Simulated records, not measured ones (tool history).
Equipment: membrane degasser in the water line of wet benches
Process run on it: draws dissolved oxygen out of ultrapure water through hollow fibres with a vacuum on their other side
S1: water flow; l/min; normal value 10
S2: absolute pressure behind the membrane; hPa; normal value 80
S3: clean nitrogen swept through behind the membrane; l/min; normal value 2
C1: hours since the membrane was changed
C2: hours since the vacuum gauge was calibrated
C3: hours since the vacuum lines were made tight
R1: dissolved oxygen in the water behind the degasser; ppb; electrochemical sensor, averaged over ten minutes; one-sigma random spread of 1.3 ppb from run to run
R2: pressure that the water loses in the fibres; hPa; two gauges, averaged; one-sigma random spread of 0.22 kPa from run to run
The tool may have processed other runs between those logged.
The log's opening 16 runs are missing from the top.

run 17 hour=729.9 | S1=13 S2=80 S3=2 | C1=2539 C2=3483 C3=6344 | R1=257.4 R2=684.3
run 18 hour=770.6 | S1=10 S2=169 S3=3.45 | C1=2580 C2=3523 C3=6385 | R1=172 R2=525.7
run 19 hour=831.2 | S1=10 S2=169 S3=3.45 | C1=2641 C2=3584 C3=6446 | R1=170.4 R2=527.2
run 20 hour=872.8 | S1=12 S2=76.3 S3=0.82 | C1=2682 C2=3626 C3=6487 | R1=290.9 R2=635.2
run 21 hour=926.2 | S1=10 S2=184.9 S3=4.29 | C1=2736 C2=3679 C3=6541 | R1=158.9 R2=527.8
run 22 hour=991.2 | S1=13 S2=159.4 S3=2.42 | C1=2801 C2=3744 C3=6605 | R1=351 R2=691.8
run 23 hour=1057.3 | S1=9 S2=140.3 S3=1.37 | C1=2867 C2=3810 C3=6672 | R1=211.2 R2=480.7
run 24 hour=1114.5 | S1=13 S2=164.8 S3=0.81 | C1=2924 C2=3867 C3=6729 | R1=648.6 R2=695.3
run 25 hour=1151.9 | S1=10 S2=112.9 S3=2 | C1=2961 C2=3905 C3=6766 | R1=171.5 R2=532.1
run 26 hour=1211.9 | S1=11 S2=174.6 S3=2.32 | C1=3021 C2=3965 C3=6826 | R1=268.6 R2=586.8
run 27 hour=1268.9 | S1=7 S2=131 S3=1.73 | C1=3078 C2=4022 C3=6883 | R1=111.1 R2=374.2
run 28 hour=1303.4 | S1=14 S2=120.4 S3=3.75 | C1=3113 C2=4056 C3=6918 | R1=320.3 R2=746.7
run 29 hour=1344.3 | S1=14 S2=120.4 S3=3.75 | C1=3154 C2=4097 C3=6959 | R1=317.4 R2=751.2
run 30 hour=1376.8 | S1=10 S2=79.5 S3=1.35 | C1=3186 C2=4130 C3=6991 | R1=157.2 R2=537.8
run 31 hour=1410.8 | S1=13 S2=141.1 S3=0.88 | C1=3220 C2=4164 C3=7025 | R1=535 R2=702.3
run 32 hour=1462 | S1=13 S2=141.1 S3=0.88 | C1=3271 C2=4215 C3=7076 | R1=530.2 R2=704

Alternative continuations, all from the tool just after run 32; predict every row:
run A hour=1489 | S1=13 S2=57.5 S3=2.42 | C1=3299 C2=4242 C3=7103 | R1=? R2=?
run B hour=1489 | S1=8 S2=141.1 S3=4.35 | C1=3299 C2=4242 C3=7103 | R1=? R2=?
run C hour=1489 | S1=9 S2=83.1 S3=4.99 | C1=3299 C2=4242 C3=7103 | R1=? R2=?
run D hour=1489 | S1=13 S2=52.5 S3=1.59 | C1=3299 C2=4242 C3=7103 | R1=? R2=?

run=A R1=226.3 R2=699.6
run=B R1=77 R2=434.6
run=C R1=69.7 R2=482
run=D R1=233.9 R2=702.6
Take away the tool's hidden state, keep each run's random variation, and the runs would have read:
run=A R1=225.9 R2=675
run=B R1=76.8 R2=419.4
run=C R1=69.5 R2=465.1
run=D R1=233.4 R2=678.1
